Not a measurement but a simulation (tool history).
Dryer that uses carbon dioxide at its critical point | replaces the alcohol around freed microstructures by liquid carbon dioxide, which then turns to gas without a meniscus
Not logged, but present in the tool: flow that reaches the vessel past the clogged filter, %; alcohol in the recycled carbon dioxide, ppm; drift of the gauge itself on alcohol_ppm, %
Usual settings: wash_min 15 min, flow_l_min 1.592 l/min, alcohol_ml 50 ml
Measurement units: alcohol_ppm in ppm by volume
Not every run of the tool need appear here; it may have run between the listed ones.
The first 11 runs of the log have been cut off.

| run | hour | wash_min | flow_l_min | alcohol_ml | hours of work since the filter was changed | hours of work since the purifier's bed was changed | alcohol_ppm |
|---|---|---|---|---|---|---|---|
| 12 | 112.9 | 15 | 2.55 | 50 | 58 | 103 | 63 |
| 13 | 118.3 | 15 | 2.66 | 50 | 60 | 105 | 71 |
| 14 | 125.3 | 15 | 2.66 | 50 | 63 | 108 | 66 |
| 15 | 137.5 | 15 | 2.66 | 50 | 69 | 114 | 69 |
| 16 | 150.6 | 15 | 2.66 | 50 | 74 | 119 | 69 |
| 17 | 159.3 | 11 | 1.46 | 39 | 78 | 123 | 691 |
| 18 | 168.9 | 11 | 1.46 | 39 | 82 | 127 | 698 |
| 19 | 181.4 | 11 | 1.46 | 39 | 88 | 133 | 706 |
| 20 | 190.2 | 11 | 1.46 | 39 | 91 | 136 | 713 |
| 21 | 197.9 | 11 | 1.46 | 39 | 95 | 140 | 757 |
| 22 | 208.1 | 11 | 1.46 | 39 | 99 | 144 | 738 |
| 23 | 216.8 | 11 | 1.46 | 39 | 103 | 148 | 733 |
| 24 | 228.7 | 11 | 1.46 | 39 | 108 | 153 | 755 |
| 25 | 234.2 | 11 | 1.53 | 110 | 111 | 156 | 1724 |
| 26 | 240.3 | 11 | 1.53 | 110 | 113 | 158 | 1810 |
| 27 | 249.1 | 11 | 1.53 | 110 | 117 | 162 | 1804 |
| 28 | 262 | 11 | 1.53 | 110 | 123 | 168 | 1826 |
| 29 | 271.2 | 11 | 1.53 | 110 | 127 | 172 | 1875 |
| 30 | 283.2 | 23 | 1.592 | 28 | 132 | 177 | 102 |
| 31 | 289.3 | 15 | 1.592 | 42 | 135 | 180 | 299 |

3 ways to go on from here, each from the tool as it stands after run 31. What would each give?
| A | 301 | 23 | 2.68 | 50 | 140 | 185 | ? |
| B | 301 | 19 | 2.15 | 70 | 140 | 185 | ? |
| C | 301 | 15 | 1.95 | 50 | 140 | 185 | ? |

| run | alcohol_ppm |
|---|---|
| A | 93 |
| B | 111 |
| C | 192 |
Without the tool's unlogged condition, the same runs would have read:
| run | alcohol_ppm |
|---|---|
| A | 5 |
| B | 12 |
| C | 58 |

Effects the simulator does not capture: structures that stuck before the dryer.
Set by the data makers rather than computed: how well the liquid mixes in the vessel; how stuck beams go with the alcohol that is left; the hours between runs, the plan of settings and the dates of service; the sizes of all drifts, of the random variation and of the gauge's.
